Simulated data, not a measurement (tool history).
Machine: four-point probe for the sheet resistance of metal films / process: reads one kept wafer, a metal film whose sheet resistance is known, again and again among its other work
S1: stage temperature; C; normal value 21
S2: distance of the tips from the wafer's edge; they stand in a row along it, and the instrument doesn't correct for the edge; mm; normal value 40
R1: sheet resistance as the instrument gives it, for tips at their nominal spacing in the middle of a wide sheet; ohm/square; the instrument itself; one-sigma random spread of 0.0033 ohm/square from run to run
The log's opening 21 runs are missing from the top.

| run | hour | S1 | S2 | R1 |
|---|---|---|---|---|
| 22 | 219.8 | 23 | 53 | 16.253367 |
| 23 | 228.1 | 27 | 9 | 16.271447 |
| 24 | 242 | 27 | 9 | 16.273374 |
| 25 | 254.1 | 20 | 56 | 16.25101 |
| 26 | 267.5 | 30 | 9 | 16.269118 |
| 27 | 281 | 30 | 9 | 16.271532 |
| 28 | 287.8 | 34 | 40 | 16.244228 |
| 29 | 294.8 | 33 | 34 | 16.244172 |
| 30 | 306.2 | 34 | 40 | 16.244492 |
| 31 | 319 | 30 | 73 | 16.244916 |
| 32 | 334.7 | 18 | 22 | 16.254611 |
| 33 | 347.3 | 18 | 22 | 16.256127 |
| 34 | 361.9 | 33 | 6 | 16.30707 |
| 35 | 376.7 | 33 | 6 | 16.300676 |
| 36 | 383.9 | 27 | 40 | 16.244476 |
| 37 | 398.7 | 21 | 37 | 16.250891 |
| 38 | 406.2 | 30 | 28 | 16.243623 |
| 39 | 416.5 | 21 | 45 | 16.252153 |
| 40 | 423.5 | 29 | 26 | 16.251303 |

Alternative continuations, all from the tool just after run 40; predict every row:
| A | 435.7 | 33 | 12 | ? |
| B | 435.7 | 21 | 6 | ? |
| C | 435.7 | 29 | 15 | ? |
| D | 435.7 | 28 | 8 | ? |

| run | R1 |
|---|---|
| A | 16.260234 |
| B | 16.313514 |
| C | 16.26002 |
| D | 16.282967 |
Stripped of hidden state, with their random variation kept, the same runs would have yielded:
| run | R1 |
|---|---|
| A | 16.259826 |
| B | 16.313132 |
| C | 16.25962 |
| D | 16.282569 |

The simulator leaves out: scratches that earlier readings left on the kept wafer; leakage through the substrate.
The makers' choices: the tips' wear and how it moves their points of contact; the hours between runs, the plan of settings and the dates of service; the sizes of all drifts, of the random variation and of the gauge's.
